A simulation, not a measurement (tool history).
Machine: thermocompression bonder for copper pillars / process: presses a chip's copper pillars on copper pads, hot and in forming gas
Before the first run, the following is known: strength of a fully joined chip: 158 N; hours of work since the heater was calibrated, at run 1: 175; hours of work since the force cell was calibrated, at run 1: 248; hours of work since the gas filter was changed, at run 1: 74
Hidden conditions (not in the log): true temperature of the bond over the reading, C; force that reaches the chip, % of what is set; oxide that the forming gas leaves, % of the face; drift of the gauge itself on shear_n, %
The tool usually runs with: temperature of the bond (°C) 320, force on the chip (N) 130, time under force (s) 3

run	day	temperature of the bond (°C)	force on the chip (N)	time under force (s)	hours of work since the heater was calibrated	hours of work since the force cell was calibrated	hours of work since the gas filter was changed	force that shears a chip off (N)
1	0.000	320	130	3	175	248	74	89.2
2	0.896	320	130	2	185	258	85	77.9
3	1.371	320	130	2	190	264	90	77.6
4	1.992	320	130	2	197	271	97	76.5
5	2.829	320	130	7	207	281	107	110.7
# day 3.350: forming gas filter changed
6	3.562	320	130	7	215	289	2	117.4
7	4.438	320	130	7	225	299	12	117.3
8	5.125	320	130	7	233	306	20	117.2
9	6.088	320	130	7	244	317	31	115.2
10	6.700	320	130	7	251	324	38	114.0
11	7.379	320	163	3	259	332	46	106.6
12	7.804	320	163	3	263	337	51	107.1
13	8.438	320	163	3	271	344	58	106.0
14	9.325	320	132	3	281	354	68	90.9
15	9.875	320	130	8	287	361	74	115.0
16	10.646	320	125	5	296	369	83	99.7
17	11.188	320	125	5	302	376	89	99.0
# day 11.354: heater calibrated with a thermocouple chip
18	11.979	320	130	2	7	384	98	77.9
19	12.412	296	130	3	12	389	103	74.7
20	13.021	318	122	3	19	396	109	81.5
# day 13.283: forming gas filter changed
# day 13.717: heater calibrated with a thermocouple chip, once more
21	13.771	345	117	8	1	403	5	127.1
22	14.592	327	136	8	10	412	14	125.7
23	15.200	344	130	4	17	419	21	113.4
24	15.721	320	130	3	23	425	27	91.7
25	16.633	299	130	3	33	436	37	79.5
26	17.262	339	118	3	40	443	44	94.6
27	17.738	303	91	3	46	448	50	58.8
28	18.704	301	130	3	57	459	61	78.7
29	19.512	349	133	5	66	469	70	119.2
30	20.025	349	133	5	72	474	76	118.3

For some of the steps in force that shears a chip off (N) from one run to the next: how much would appear even if the tool had no hidden state, given the settings, what came in and random variation, and how much remains for the hidden state plus any gauge scatter that the measured result and the result without hidden state don't share?
Run 4 -> 5: time under force (s) 2 -> 7. force that shears a chip off (N) +34.2: hidden state -2.9, all else +37.1.
Run 5 -> 6: forming gas filter changed. force that shears a chip off (N) +6.7: hidden state +7.4, all else -0.7.
Run 20 -> 21: temperature of the bond (°C) 318 -> 345, force on the chip (N) 122 -> 117, time under force (s) 3 -> 8, forming gas filter changed, heater calibrated with a thermocouple chip, once more. force that shears a chip off (N) +45.6: hidden state +5.5, all else +40.1.
Run 26 -> 27: temperature of the bond (°C) 339 -> 303, force on the chip (N) 118 -> 91. force that shears a chip off (N) -35.8: hidden state +1.1, all else -36.9.
Run 28 -> 29: temperature of the bond (°C) 301 -> 349, force on the chip (N) 130 -> 133, time under force (s) 3 -> 5. force that shears a chip off (N) +40.5: hidden state -2.2, all else +42.7.
